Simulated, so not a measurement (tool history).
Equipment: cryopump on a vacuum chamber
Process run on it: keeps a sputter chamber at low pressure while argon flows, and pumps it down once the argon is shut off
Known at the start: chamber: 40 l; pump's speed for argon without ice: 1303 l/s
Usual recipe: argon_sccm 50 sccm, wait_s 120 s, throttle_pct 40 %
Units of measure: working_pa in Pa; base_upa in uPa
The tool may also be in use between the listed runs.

run,hour,argon_sccm,wait_s,throttle_pct,working_pa,base_upa
1,0,50,120,40,0.1825,2.93
2,62.9,50,120,40,0.1831,3
3,113.1,50,120,40,0.1872,3.18
4,165.3,50,120,40,0.1897,3.16
5,274.2,50,120,40,0.1924,3.5
# hour 368.3: pump warmed up, emptied and cooled again
6,370.5,50,120,40,0.1639,2.64
7,460.9,50,120,40,0.1661,2.68
8,549.1,50,120,40,0.1693,2.96
9,620.9,50,120,40,0.1707,2.96
10,687.7,50,120,40,0.1715,3.04
11,794.6,50,27,40,0.1754,4.86
12,849.7,50,49,40,0.1767,4.07
13,947,50,120,40,0.1789,3.49
# hour 972.3: leaking fittings of the chamber tightened, without venting
14,1004,50,120,40,0.1822,0.87
15,1078.8,50,120,40,0.1839,0.93
16,1183.2,50,120,40,0.1873,1.07
17,1235.6,50,120,25,0.2858,1.12
18,1285,86,71,36,0.359,1.51
19,1354.6,86,71,36,0.369,1.58
# hour 1386.4: pump warmed up, emptied and cooled again
20,1405.5,50,120,53,0.1237,1.09
21,1517.8,35,103,34,0.1378,1.23
22,1566.5,52,48,44,0.1609,1.88
23,1648.7,47,66,18,0.3458,1.69
24,1729.2,47,66,18,0.3477,1.74
25,1821.7,43,112,37,0.1617,1.41
26,1927.3,80,36,19,0.5689,2.63
27,2032.6,80,36,19,0.5752,2.74
28,2141.9,80,36,19,0.5843,2.95
29,2239.1,43,39,40,0.1627,2.93
30,2310.9,88,106,17,0.718,2.13
31,2389.8,88,106,17,0.7312,2.26
# hour 2399.8: pump warmed up, emptied and cooled again
32,2450.7,71,109,17,0.5509,1.74
33,2524.2,54,120,28,0.2579,1.88

What if the next run were any one of these 5? Each begins from the tool's condition after run 33:
A,2581.3,63,120,17,?,?
B,2581.3,23,25,55,?,?
C,2581.3,50,25,40,?,?
D,2581.3,42,120,40,?,?
E,2581.3,50,36,40,?,?

run,working_pa,base_upa
A,0.4911,1.93
B,0.0575,3.63
C,0.1683,3.62
D,0.1412,1.85
E,0.1692,2.97
What these runs would have given with no unlogged condition in the tool:
run,working_pa,base_upa
A,0.4811,0.71
B,0.0538,2.43
C,0.1603,2.42
D,0.1346,0.67
E,0.1612,1.76

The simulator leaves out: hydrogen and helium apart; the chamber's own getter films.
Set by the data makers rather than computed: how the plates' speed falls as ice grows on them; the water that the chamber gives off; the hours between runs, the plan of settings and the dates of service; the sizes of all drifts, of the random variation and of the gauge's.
